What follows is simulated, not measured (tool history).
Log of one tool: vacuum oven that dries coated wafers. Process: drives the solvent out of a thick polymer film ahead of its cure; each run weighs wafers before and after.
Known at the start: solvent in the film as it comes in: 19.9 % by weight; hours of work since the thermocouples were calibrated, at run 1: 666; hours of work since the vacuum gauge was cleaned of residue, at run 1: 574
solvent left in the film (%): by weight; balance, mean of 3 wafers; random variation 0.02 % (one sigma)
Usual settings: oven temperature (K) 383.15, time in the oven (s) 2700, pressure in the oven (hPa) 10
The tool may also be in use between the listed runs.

| run | hour | oven temperature (K) | time in the oven (s) | pressure in the oven (hPa) | hours of work since the thermocouples were calibrated | hours of work since the vacuum gauge was cleaned of residue | solvent left in the film (%) |
|---|---|---|---|---|---|---|---|
| 1 | 0 | 383.15 | 2700 | 10 | 666 | 574 | 1.69 |
| 2 | 15.4 | 383.15 | 2700 | 8.1 | 676 | 584 | 1.61 |
| 3 | 33.3 | 383.15 | 3360 | 8.1 | 688 | 595 | 1.08 |
| 4 | 67.4 | 382.15 | 2700 | 10 | 710 | 618 | 1.88 |
| 5 | 100.6 | 382.15 | 2700 | 10 | 732 | 639 | 1.91 |
| 6 | 122.1 | 382.15 | 4440 | 10 | 746 | 653 | 0.85 |
| 7 | 151.9 | 382.15 | 4440 | 10 | 765 | 672 | 0.86 |
| 8 | 167.7 | 382.15 | 4440 | 10 | 776 | 683 | 0.87 |
| 9 | 198.7 | 382.15 | 4440 | 10 | 796 | 703 | 0.88 |
| 10 | 220.5 | 379.15 | 2700 | 10 | 810 | 717 | 2.45 |
| 11 | 243.1 | 383.15 | 2700 | 10 | 825 | 732 | 1.72 |
| 12 | 276.4 | 383.15 | 1680 | 10 | 846 | 754 | 3.64 |
| 13 | 306.7 | 383.15 | 1680 | 10 | 866 | 773 | 3.63 |
| 14 | 323.7 | 383.15 | 2700 | 10 | 877 | 784 | 1.73 |
| 15 | 354.6 | 372.15 | 2700 | 10 | 897 | 804 | 4.23 |
| 16 | 369.6 | 372.15 | 2700 | 10 | 907 | 814 | 4.25 |
| 17 | 392 | 372.15 | 1920 | 6.9 | 922 | 829 | 5.88 |
| 18 | 420.1 | 375.15 | 2700 | 20.3 | 940 | 847 | 4.13 |
| 19 | 440.1 | 375.15 | 2700 | 20.3 | 953 | 860 | 4.12 |
| 20 | 459.1 | 375.15 | 2700 | 20.3 | 965 | 872 | 4.11 |
| 21 | 489.7 | 375.15 | 2700 | 20.3 | 985 | 892 | 4.09 |
| 22 | 515.6 | 388.15 | 2700 | 9.4 | 1002 | 909 | 1.03 |
| 23 | 546 | 388.15 | 2700 | 9.4 | 1022 | 929 | 1.02 |
| 24 | 572.3 | 385.15 | 1620 | 37 | 1039 | 946 | 4.54 |
| 25 | 587.4 | 385.15 | 1620 | 37 | 1049 | 956 | 4.59 |
| 26 | 602.3 | 382.15 | 2700 | 26.3 | 1058 | 966 | 2.77 |
| 27 | 629.4 | 382.15 | 2700 | 26.3 | 1076 | 983 | 2.79 |
| 28 | 664.9 | 382.15 | 2700 | 26.3 | 1099 | 1006 | 2.83 |
| 29 | 697.7 | 382.15 | 2700 | 26.3 | 1121 | 1028 | 2.8 |

Forecast each of these 3 alternatives for the next run:
| A | 728.7 | 373.15 | 2880 | 18.4 | 1141 | 1048 | ? |
| B | 728.7 | 387.15 | 1980 | 16.5 | 1141 | 1048 | ? |
| C | 728.7 | 383.15 | 2700 | 18.6 | 1141 | 1048 | ? |

| run | solvent left in the film (%) |
|---|---|
| A | 4.23 |
| B | 2.35 |
| C | 2.18 |
Without the tool's hidden state the same runs would have given:
| run | solvent left in the film (%) |
|---|---|
| A | 4.24 |
| B | 2.36 |
| C | 2.19 |
